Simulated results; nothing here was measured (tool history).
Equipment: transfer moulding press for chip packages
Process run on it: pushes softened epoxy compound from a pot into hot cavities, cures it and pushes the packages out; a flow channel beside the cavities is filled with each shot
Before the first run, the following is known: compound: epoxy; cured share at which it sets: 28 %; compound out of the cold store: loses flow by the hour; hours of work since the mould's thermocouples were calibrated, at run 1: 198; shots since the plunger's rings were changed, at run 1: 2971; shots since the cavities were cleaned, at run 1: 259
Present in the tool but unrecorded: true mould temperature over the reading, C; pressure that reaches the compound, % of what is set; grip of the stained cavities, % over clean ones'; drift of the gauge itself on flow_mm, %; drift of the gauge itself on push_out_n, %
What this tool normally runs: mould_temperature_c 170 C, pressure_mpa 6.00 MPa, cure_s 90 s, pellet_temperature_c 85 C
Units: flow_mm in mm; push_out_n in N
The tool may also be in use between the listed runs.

| run | hour | mould_temperature_c | pressure_mpa | cure_s | pellet_temperature_c | hours of work since the mould's thermocouples were calibrated | shots since the plunger's rings were changed | shots since the cavities were cleaned | incoming compound's hours out of the cold store | flow_mm | push_out_n |
|---|---|---|---|---|---|---|---|---|---|---|---|
| 1 | 0.0 | 170 | 6.00 | 90 | 85 | 198 | 2971 | 259 | 22.1 | 836 | 539 |
| 2 | 11.4 | 170 | 6.00 | 90 | 85 | 206 | 3106 | 394 | 34.6 | 785 | 558 |
|  | 18.2 | cavities cleaned with cleaning compound and waxed |
| 3 | 24.1 | 170 | 6.00 | 90 | 85 | 213 | 3238 | 69 | 20.1 | 836 | 475 |
| 4 | 35.7 | 170 | 5.10 | 90 | 85 | 220 | 3375 | 206 | 13.0 | 793 | 528 |
| 5 | 48.1 | 170 | 6.00 | 90 | 85 | 228 | 3521 | 352 | 37.8 | 770 | 528 |
| 6 | 56.0 | 170 | 6.84 | 90 | 85 | 233 | 3614 | 445 | 46.2 | 792 | 526 |
|  | 58.6 | cavities cleaned with cleaning compound and waxed |
| 7 | 69.3 | 170 | 5.80 | 90 | 85 | 241 | 3753 | 125 | 29.1 | 779 | 466 |
| 8 | 78.8 | 170 | 5.80 | 90 | 85 | 247 | 3865 | 237 | 13.3 | 843 | 535 |
| 9 | 90.2 | 170 | 5.80 | 90 | 85 | 254 | 4000 | 372 | 8.8 | 847 | 570 |
|  | 98.4 | cavities cleaned with cleaning compound and waxed |
| 10 | 99.1 | 170 | 5.65 | 83 | 85 | 259 | 4087 | 7 | 38.1 | 738 | 496 |
| 11 | 106.4 | 170 | 5.65 | 83 | 92 | 264 | 4173 | 93 | 8.3 | 842 | 594 |
| 12 | 114.7 | 170 | 6.00 | 81 | 76 | 269 | 4271 | 191 | 46.5 | 726 | 611 |
| 13 | 126.0 | 170 | 6.00 | 90 | 78 | 276 | 4405 | 325 | 37.7 | 754 | 500 |
|  | 130.3 | plunger's sealing rings changed |
| 14 | 137.7 | 170 | 5.58 | 90 | 85 | 282 | 87 | 433 | 27.5 | 816 | 553 |
|  | 141.2 | cavities cleaned with cleaning compound and waxed |
| 15 | 146.5 | 166 | 7.31 | 122 | 79 | 287 | 173 | 62 | 13.2 | 1003 | 339 |
| 16 | 153.0 | 163 | 7.31 | 90 | 79 | 291 | 250 | 139 | 8.0 | 1041 | 891 |
| 17 | 160.6 | 165 | 7.31 | 90 | 86 | 296 | 340 | 229 | 14.9 | 995 | 731 |
| 18 | 173.0 | 162 | 5.52 | 117 | 90 | 304 | 486 | 375 | 19.8 | 854 | 513 |

What if the next run were any one of these 4? Each begins from the tool's condition after run 18:
|  | 181.7 | cavities cleaned with cleaning compound and waxed |
| A | 183.1 | 176 | 4.62 | 81 | 85 | 309 | 587 | 16 | 27.7 | ? | ? |
|  | 181.7 | cavities cleaned with cleaning compound and waxed |
| B | 183.1 | 170 | 6.00 | 115 | 85 | 309 | 587 | 16 | 30.6 | ? | ? |
|  | 181.7 | cavities cleaned with cleaning compound and waxed |
| C | 183.1 | 162 | 5.52 | 98 | 90 | 309 | 587 | 16 | 32.9 | ? | ? |
|  | 181.7 | cavities cleaned with cleaning compound and waxed |
| D | 183.1 | 162 | 4.88 | 111 | 83 | 309 | 587 | 16 | 21.4 | ? | ? |

| run | flow_mm | push_out_n |
|---|---|---|
| A | 726 | 367 |
| B | 837 | 300 |
| C | 811 | 627 |
| D | 804 | 477 |
Stripped of hidden state, with their random variation kept, the same runs would have yielded:
| run | flow_mm | push_out_n |
|---|---|---|
| A | 733 | 367 |
| B | 846 | 295 |
| C | 820 | 631 |
| D | 813 | 480 |
